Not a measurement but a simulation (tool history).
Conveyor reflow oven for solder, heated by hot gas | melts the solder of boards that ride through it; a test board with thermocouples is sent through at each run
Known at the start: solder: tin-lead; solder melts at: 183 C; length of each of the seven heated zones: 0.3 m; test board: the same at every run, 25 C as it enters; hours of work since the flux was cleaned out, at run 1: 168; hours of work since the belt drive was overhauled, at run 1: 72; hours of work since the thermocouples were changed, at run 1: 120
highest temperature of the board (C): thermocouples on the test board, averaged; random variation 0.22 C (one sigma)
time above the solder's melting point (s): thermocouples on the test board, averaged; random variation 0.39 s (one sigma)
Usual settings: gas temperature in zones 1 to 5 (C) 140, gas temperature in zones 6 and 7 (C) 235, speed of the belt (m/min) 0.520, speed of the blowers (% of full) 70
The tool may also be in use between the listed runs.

run    hour  gas temperature in zones 1 to 5 (C)  gas temperature in zones 6 and 7 (C)  speed of the belt (m/min)  speed of the blowers (% of full)  hours of work since the flux was cleaned out  hours of work since the belt drive was overhauled  hours of work since the thermocouples were changed  highest temperature of the board (C)  time above the solder's melting point (s)
  1     0.0                                  140                                   235                      0.520                                70                                           168                                                 72                                                 120                                 216.2                                       51.8
  2    46.4                                  140                                   250                      0.520                                70                                           197                                                102                                                 149                                 228.7                                       59.6
  3    84.1                                  140                                   250                      0.526                                70                                           221                                                126                                                 174                                 228.2                                       58.7
  4   136.9                                  140                                   250                      0.526                                70                                           255                                                159                                                 207                                 228.0                                       57.6
  5   192.5                                  140                                   235                      0.468                                70                                           290                                                195                                                 243                                 219.0                                       61.0
  6   244.9                                  140                                   235                      0.468                                70                                           324                                                228                                                 276                                 218.8                                       59.6
  7   275.6                                  140                                   235                      0.520                                70                                           343                                                248                                                 296                                 215.3                                       50.6
  8   319.8                                  140                                   235                      0.520                                70                                           372                                                276                                                 324                                 215.4                                       51.4
  9   361.7                                  139                                   235                      0.520                                70                                           398                                                303                                                 351                                 214.9                                       49.5
 10   396.1                                  139                                   235                      0.520                                70                                           420                                                325                                                 373                                 214.9                                       50.5
      407.4  -- flux residue cleaned out of gas plates and filters
 11   429.5                                  139                                   235                      0.520                                70                                            14                                                343                                                 391                                 214.5                                       49.1
 12   463.6                                  139                                   235                      0.520                                70                                            36                                                365                                                 413                                 214.3                                       49.7
 13   502.9                                  140                                   235                      0.520                                73                                            61                                                390                                                 438                                 214.5                                       50.9
 14   527.3                                  140                                   235                      0.520                                73                                            77                                                405                                                 453                                 215.0                                       51.3
 15   574.8                                  140                                   235                      0.520                                73                                           107                                                436                                                 484                                 214.6                                       49.7
 16   628.0                                  140                                   235                      0.520                                73                                           141                                                470                                                 518                                 214.3                                       50.6
 17   661.5                                  140                                   235                      0.611                                54                                           162                                                491                                                 539                                 202.5                                       30.6
      694.0  -- flux residue cleaned out of gas plates and filters, once more
 18   712.3                                  148                                   235                      0.487                                53                                            12                                                520                                                 568                                 217.1                                       59.9
 19   737.8                                  143                                   235                      0.520                                70                                            28                                                537                                                 584                                 218.9                                       54.9
 20   767.8                                  133                                   235                      0.566                                88                                            47                                                556                                                 604                                 217.7                                       47.5
 21   808.8                                  133                                   235                      0.566                                88                                            73                                                582                                                 630                                 217.8                                       47.8
 22   844.2                                  140                                   228                      0.433                                89                                            96                                                605                                                 652                                 220.0                                       68.3
      856.9  -- thermocouples of zones 6 and 7 changed
 23   871.9                                  140                                   228                      0.433                                89                                           112                                                621                                                  10                                 219.5                                       68.2
 24   926.6                                  140                                   228                      0.433                                89                                           147                                                656                                                  44                                 219.3                                       68.5
 25   967.4                                  135                                   228                      0.433                                89                                           173                                                682                                                  71                                 218.7                                       65.5
 26  1018.3                                  135                                   240                      0.433                                64                                           206                                                714                                                 103                                 225.2                                       68.5
 27  1043.0                                  135                                   240                      0.433                                64                                           222                                                730                                                 119                                 225.0                                       68.8
 28  1090.9                                  135                                   240                      0.433                                64                                           252                                                761                                                 149                                 224.7                                       68.7
 29  1121.1                                  138                                   235                      0.520                                56                                           271                                                780                                                 169                                 212.5                                       47.6
 30  1154.2                                  140                                   226                      0.520                                70                                           292                                                801                                                 190                                 209.0                                       46.4
 31  1192.7                                  132                                   235                      0.476                                51                                           317                                                826                                                 214                                 212.3                                       51.5

Some steps in highest temperature of the board (C) between neighbouring runs. How much of each would the tool show without its hidden state too (settings, what came in, random variation), and how much is left for the hidden state, with any gauge scatter that isn't in both results?
The hidden state here: heat that the gas passes to the board, % of a clean oven's; belt's true speed, % of the reading; true gas temperature in zones 6 and 7 over the reading, C; drift of the gauge itself on peak_c, C; drift of the gauge itself on liquid_s, %.
Run 1 -> 2: gas temperature in zones 6 and 7 (C) 235 -> 250. highest temperature of the board (C) +12.5: hidden state -0.2, all else +12.7.
Run 10 -> 11: flux residue cleaned out of gas plates and filters. highest temperature of the board (C) -0.4: hidden state -0.5, all else +0.1.
Run 17 -> 18: gas temperature in zones 1 to 5 (C) 140 -> 148, speed of the belt (m/min) 0.611 -> 0.487, speed of the blowers (% of full) 54 -> 53, flux residue cleaned out of gas plates and filters, once more. highest temperature of the board (C) +14.6: hidden state +4.6, all else +10.0.
Run 22 -> 23: thermocouples of zones 6 and 7 changed. highest temperature of the board (C) -0.5: hidden state -0.8, all else +0.3.
Run 28 -> 29: gas temperature in zones 1 to 5 (C) 135 -> 138, gas temperature in zones 6 and 7 (C) 240 -> 235, speed of the belt (m/min) 0.433 -> 0.520, speed of the blowers (% of full) 64 -> 56. highest temperature of the board (C) -12.2: hidden state -0.1, all else -12.1.

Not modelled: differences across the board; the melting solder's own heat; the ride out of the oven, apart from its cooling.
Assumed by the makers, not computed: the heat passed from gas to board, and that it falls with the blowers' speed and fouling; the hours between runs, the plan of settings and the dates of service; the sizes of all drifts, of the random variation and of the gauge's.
